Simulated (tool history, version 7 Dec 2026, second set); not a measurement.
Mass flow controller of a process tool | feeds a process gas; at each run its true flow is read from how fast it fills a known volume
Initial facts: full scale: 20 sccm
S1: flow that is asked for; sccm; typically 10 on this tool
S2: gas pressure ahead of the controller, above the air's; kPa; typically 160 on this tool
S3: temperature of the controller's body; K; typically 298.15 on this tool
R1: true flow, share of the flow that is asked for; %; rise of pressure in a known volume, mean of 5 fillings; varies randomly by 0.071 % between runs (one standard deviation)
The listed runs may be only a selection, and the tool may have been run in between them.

Run 1, hour 0.0: usual settings. Result: R1 99.88 %.
Run 2, hour 180.6: usual settings. Result: R1 99.80 %.
Run 3, hour 424.5: usual settings. Result: R1 99.87 %.
Run 4, hour 665.7: usual settings. Result: R1 99.84 %.
Run 5, hour 864.7: usual settings. Result: R1 99.80 %.
Run 6, hour 1208.2: usual settings but S1 4 sccm. Result: R1 99.52 %.
Run 7, hour 1570.3: usual settings but S1 4 sccm. Result: R1 99.66 %.
Run 8, hour 1820.1: usual settings but S1 4 sccm. Result: R1 99.74 %.
Run 9, hour 2049.5: usual settings but S1 4 sccm. Result: R1 99.58 %.
Run 10, hour 2263.9: usual settings but S1 4 sccm. Result: R1 99.76 %.
Run 11, hour 2532.0: usual settings but S1 4 sccm, S2 155 kPa, S3 297.15 K. Result: R1 99.79 %.
Run 12, hour 2865.7: usual settings but S1 7 sccm. Result: R1 99.72 %.
Run 13, hour 3114.9: usual settings but S1 7 sccm. Result: R1 99.68 %.
Run 14, hour 3470.4: usual settings but S1 3 sccm. Result: R1 99.70 %.
Run 15, hour 3765.7: usual settings but S1 3 sccm. Result: R1 99.56 %.
Run 16, hour 4102.2: usual settings but S1 3 sccm. Result: R1 99.69 %.
Run 17, hour 4308.3: usual settings but S1 3 sccm. Result: R1 99.72 %.
Run 18, hour 4646.2: usual settings but S1 4 sccm. Result: R1 99.55 %.
Run 19, hour 4957.0: usual settings but S1 4 sccm. Result: R1 99.69 %.

Below are 3 alternative next runs, each starting from the tool's condition after run 19. Predict each:
Run A, hour 5260.2: usual settings but S1 2 sccm, S2 154 kPa, S3 296.15 K. Result: R1 ?.
Run B, hour 5260.2: usual settings but S1 6 sccm, S3 306.15 K. Result: R1 ?.
Run C, hour 5260.2: usual settings but S3 306.15 K. Result: R1 ?.

run     R1
  A  99.73
  B  99.57
  C  99.71
Had the tool no hidden state, the same runs would have come out as:
run     R1
  A  99.66
  B  99.56
  C  99.71
